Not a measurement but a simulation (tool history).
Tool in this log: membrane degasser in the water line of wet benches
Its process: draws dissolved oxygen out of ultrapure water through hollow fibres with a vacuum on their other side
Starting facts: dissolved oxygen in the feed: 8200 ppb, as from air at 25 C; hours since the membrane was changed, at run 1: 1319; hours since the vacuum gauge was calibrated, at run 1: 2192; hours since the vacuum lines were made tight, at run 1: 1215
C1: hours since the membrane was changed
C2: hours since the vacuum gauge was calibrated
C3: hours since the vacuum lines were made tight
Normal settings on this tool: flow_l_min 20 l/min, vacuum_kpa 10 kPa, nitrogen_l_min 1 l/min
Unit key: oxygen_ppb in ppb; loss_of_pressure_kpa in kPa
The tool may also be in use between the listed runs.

{"run": 1, "day": 0.0, "flow_l_min": 20, "vacuum_kpa": 10, "nitrogen_l_min": 1, "C1": 1319, "C2": 2192, "C3": 1215, "oxygen_ppb": 319.3, "loss_of_pressure_kpa": 29.17}
{"run": 2, "day": 13.288, "flow_l_min": 20, "vacuum_kpa": 10, "nitrogen_l_min": 1, "C1": 1638, "C2": 2511, "C3": 1534, "oxygen_ppb": 320.5, "loss_of_pressure_kpa": 29.08}
{"run": 3, "day": 23.392, "flow_l_min": 20, "vacuum_kpa": 10, "nitrogen_l_min": 1, "C1": 1880, "C2": 2753, "C3": 1776, "oxygen_ppb": 319.5, "loss_of_pressure_kpa": 29.07}
{"run": 4, "day": 34.217, "flow_l_min": 19, "vacuum_kpa": 10, "nitrogen_l_min": 1, "C1": 2140, "C2": 3013, "C3": 2036, "oxygen_ppb": 306.7, "loss_of_pressure_kpa": 27.61}
{"run": 5, "day": 41.162, "flow_l_min": 19, "vacuum_kpa": 10, "nitrogen_l_min": 1, "C1": 2307, "C2": 3180, "C3": 2203, "oxygen_ppb": 305.7, "loss_of_pressure_kpa": 27.69}
{"run": 6, "day": 52.467, "flow_l_min": 19, "vacuum_kpa": 10, "nitrogen_l_min": 1, "C1": 2578, "C2": 3451, "C3": 2474, "oxygen_ppb": 306.4, "loss_of_pressure_kpa": 27.79}
{"run": 7, "day": 65.475, "flow_l_min": 14, "vacuum_kpa": 9.6, "nitrogen_l_min": 1, "C1": 2890, "C2": 3763, "C3": 2787, "oxygen_ppb": 216.9, "loss_of_pressure_kpa": 20.78}
{"run": 8, "day": 72.642, "flow_l_min": 16, "vacuum_kpa": 9.6, "nitrogen_l_min": 1.41, "C1": 3062, "C2": 3935, "C3": 2959, "oxygen_ppb": 187.9, "loss_of_pressure_kpa": 23.6}
{"run": 9, "day": 82.458, "flow_l_min": 24, "vacuum_kpa": 7.6, "nitrogen_l_min": 1.41, "C1": 3298, "C2": 4171, "C3": 3194, "oxygen_ppb": 206, "loss_of_pressure_kpa": 35.36}
{"run": 10, "day": 96.217, "flow_l_min": 24, "vacuum_kpa": 7.6, "nitrogen_l_min": 1.41, "C1": 3628, "C2": 4501, "C3": 3524, "oxygen_ppb": 206.7, "loss_of_pressure_kpa": 35.17}
{"run": 11, "day": 104.929, "flow_l_min": 24, "vacuum_kpa": 7.6, "nitrogen_l_min": 1.41, "C1": 3837, "C2": 4710, "C3": 3733, "oxygen_ppb": 207.8, "loss_of_pressure_kpa": 35.43}

4 ways to go on from here, each from the tool as it stands after run 11. What would each give?
{"run": "A", "day": 117.312, "flow_l_min": 20, "vacuum_kpa": 16.6, "nitrogen_l_min": 1, "C1": 4134, "C2": 5007, "C3": 4031, "oxygen_ppb": "?", "loss_of_pressure_kpa": "?"}
{"run": "B", "day": 117.312, "flow_l_min": 19, "vacuum_kpa": 6.1, "nitrogen_l_min": 1, "C1": 4134, "C2": 5007, "C3": 4031, "oxygen_ppb": "?", "loss_of_pressure_kpa": "?"}
{"run": "C", "day": 117.312, "flow_l_min": 20, "vacuum_kpa": 7.6, "nitrogen_l_min": 1.41, "C1": 4134, "C2": 5007, "C3": 4031, "oxygen_ppb": "?", "loss_of_pressure_kpa": "?"}
{"run": "D", "day": 117.312, "flow_l_min": 19, "vacuum_kpa": 7.6, "nitrogen_l_min": 1.41, "C1": 4134, "C2": 5007, "C3": 4031, "oxygen_ppb": "?", "loss_of_pressure_kpa": "?"}

run=A oxygen_ppb=590.4 loss_of_pressure_kpa=29.57
run=B oxygen_ppb=149.5 loss_of_pressure_kpa=28.26
run=C oxygen_ppb=171.9 loss_of_pressure_kpa=29.58
run=D oxygen_ppb=161.8 loss_of_pressure_kpa=28.35
With no hidden state in the tool, these same runs would have given:
run=A oxygen_ppb=576.6 loss_of_pressure_kpa=28.65
run=B oxygen_ppb=140 loss_of_pressure_kpa=27.39
run=C oxygen_ppb=162.5 loss_of_pressure_kpa=28.67
run=D oxygen_ppb=152.9 loss_of_pressure_kpa=27.48
